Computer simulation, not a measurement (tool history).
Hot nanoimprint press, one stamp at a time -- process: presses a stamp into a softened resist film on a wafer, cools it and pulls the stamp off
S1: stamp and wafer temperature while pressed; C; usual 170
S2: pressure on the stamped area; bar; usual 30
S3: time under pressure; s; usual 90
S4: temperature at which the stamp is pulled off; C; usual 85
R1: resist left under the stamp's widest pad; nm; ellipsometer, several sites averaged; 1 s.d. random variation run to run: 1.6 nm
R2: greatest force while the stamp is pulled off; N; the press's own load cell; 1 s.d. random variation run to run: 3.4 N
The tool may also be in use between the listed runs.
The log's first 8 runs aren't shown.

| run | hour | S1 | S2 | S3 | S4 | R1 | R2 |
|---|---|---|---|---|---|---|---|
|  | 390 | stamp cleaned and given a new release coat |
| 9 | 390 | 170 | 30 | 90 | 85 | 245.3 | 169 |
| 10 | 438.3 | 170 | 30 | 90 | 85 | 247.5 | 162 |
| 11 | 464.7 | 170 | 30 | 177 | 85 | 192 | 160 |
|  | 518.4 | plate thermocouple calibrated |
| 12 | 518.4 | 170 | 30 | 177 | 85 | 188 | 165 |
| 13 | 559.1 | 170 | 30 | 90 | 85 | 246.3 | 162 |
|  | 580 | stamp cleaned and given a new release coat |
| 14 | 595.2 | 170 | 30 | 90 | 85 | 246.4 | 162 |
| 15 | 634.7 | 170 | 30 | 90 | 85 | 247.1 | 163 |
| 16 | 663 | 170 | 30 | 90 | 85 | 249.1 | 160 |
| 17 | 711.1 | 170 | 30 | 90 | 85 | 250.1 | 161 |
|  | 769.4 | stamp cleaned and given a new release coat |
| 18 | 780.5 | 175 | 25.5 | 65 | 85 | 232.2 | 158 |
| 19 | 829.6 | 170 | 35 | 90 | 85 | 231.4 | 157 |
| 20 | 856.7 | 164 | 39.9 | 108 | 71 | 287.7 | 184 |
| 21 | 898.6 | 170 | 39.4 | 90 | 90 | 218.7 | 149 |
|  | 911.9 | press's hydraulic seals changed and the load cell set to zero |
|  | 966.3 | stamp cleaned and given a new release coat |
| 22 | 975.8 | 170 | 31.7 | 70 | 90 | 263.3 | 155 |
| 23 | 1010.9 | 170 | 35.6 | 67 | 90 | 255.6 | 152 |
| 24 | 1054.1 | 170 | 35.6 | 67 | 90 | 256.2 | 150 |
| 25 | 1099.2 | 170 | 19.5 | 67 | 91 | 320.7 | 154 |
|  | 1133.9 | plate thermocouple calibrated |
| 26 | 1149.8 | 164 | 26 | 151 | 85 | 299.4 | 160 |
|  | 1159.7 | stamp cleaned and given a new release coat |
| 27 | 1219.8 | 164 | 26 | 151 | 85 | 297 | 161 |

Expected results for the next run?
| 28 | 1277 | 164 | 39 | 151 | 85 | ? | ? |

Logged for run 28: R1 256 nm, R2 165 N.
Had the tool carried no hidden state, the very same run would have given R1 255.8 nm, R2 165 N.
